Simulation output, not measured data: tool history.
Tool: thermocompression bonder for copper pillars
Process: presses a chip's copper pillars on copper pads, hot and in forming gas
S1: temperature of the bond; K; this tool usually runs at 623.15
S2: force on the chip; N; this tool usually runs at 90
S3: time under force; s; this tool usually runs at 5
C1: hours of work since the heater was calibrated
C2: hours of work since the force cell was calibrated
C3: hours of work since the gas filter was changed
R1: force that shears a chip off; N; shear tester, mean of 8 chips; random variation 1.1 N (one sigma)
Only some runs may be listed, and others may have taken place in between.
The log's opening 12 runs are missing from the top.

Run 13, hour 171.5: usual settings but S2 59 N; C1 514; C2 514; C3 50. Result: R1 65.5 N.
Run 14, hour 183.8: usual settings but S2 59 N; C1 523; C2 523; C3 59. Result: R1 66.1 N.
Run 15, hour 195.7: usual settings; C1 532; C2 532; C3 68. Result: R1 88.2 N.
Run 16, hour 203.8: usual settings but S3 3 s; C1 538; C2 538; C3 73. Result: R1 73.8 N.
Run 17, hour 218.5: usual settings but S3 3 s; C1 548; C2 548; C3 84. Result: R1 76.0 N.
Run 18, hour 233.2: usual settings but S3 3 s; C1 559; C2 559; C3 95. Result: R1 74.8 N.
Run 19, hour 247.1: usual settings but S2 73 N; C1 569; C2 569; C3 105. Result: R1 76.9 N.
Run 20, hour 260.7: usual settings but S2 120 N; C1 579; C2 579; C3 114. Result: R1 104.6 N.
Run 21, hour 273.4: usual settings but S1 619.15 K, S2 65 N, S3 7 s; C1 588; C2 588; C3 124. Result: R1 74.5 N.
Run 22, hour 291.1: usual settings but S1 619.15 K, S2 65 N, S3 7 s; C1 600; C2 600; C3 136. Result: R1 77.0 N.
Run 23, hour 300.0: usual settings but S1 644.15 K, S2 121 N, S3 3 s; C1 607; C2 607; C3 143. Result: R1 107.2 N.
Run 24, hour 313.5: usual settings but S1 634.15 K, S2 55 N; C1 617; C2 617; C3 152. Result: R1 71.9 N.
Run 25, hour 327.8: usual settings but S1 634.15 K, S2 55 N; C1 627; C2 627; C3 163. Result: R1 70.8 N.
Run 26, hour 346.0: usual settings but S1 634.15 K, S2 55 N; C1 640; C2 640; C3 176. Result: R1 69.9 N.
Run 27, hour 360.8: usual settings but S1 634.15 K, S2 59 N, S3 14 s; C1 651; C2 651; C3 187. Result: R1 103.2 N.
Run 28, hour 375.8: usual settings but S2 88 N, S3 3 s; C1 662; C2 662; C3 197. Result: R1 70.4 N.
Run 29, hour 388.0: usual settings but S1 612.15 K, S2 126 N; C1 670; C2 670; C3 206. Result: R1 95.6 N.

Forecast run 30:
Run 30, hour 404.4: usual settings but S1 640.15 K, S2 57 N; C1 682; C2 682; C3 218. Result: R1 ?.

Run 30 came out at R1 77.3 N.
On a tool with no hidden condition, and with the same random variation, this run would have come out at R1 82.3 N.
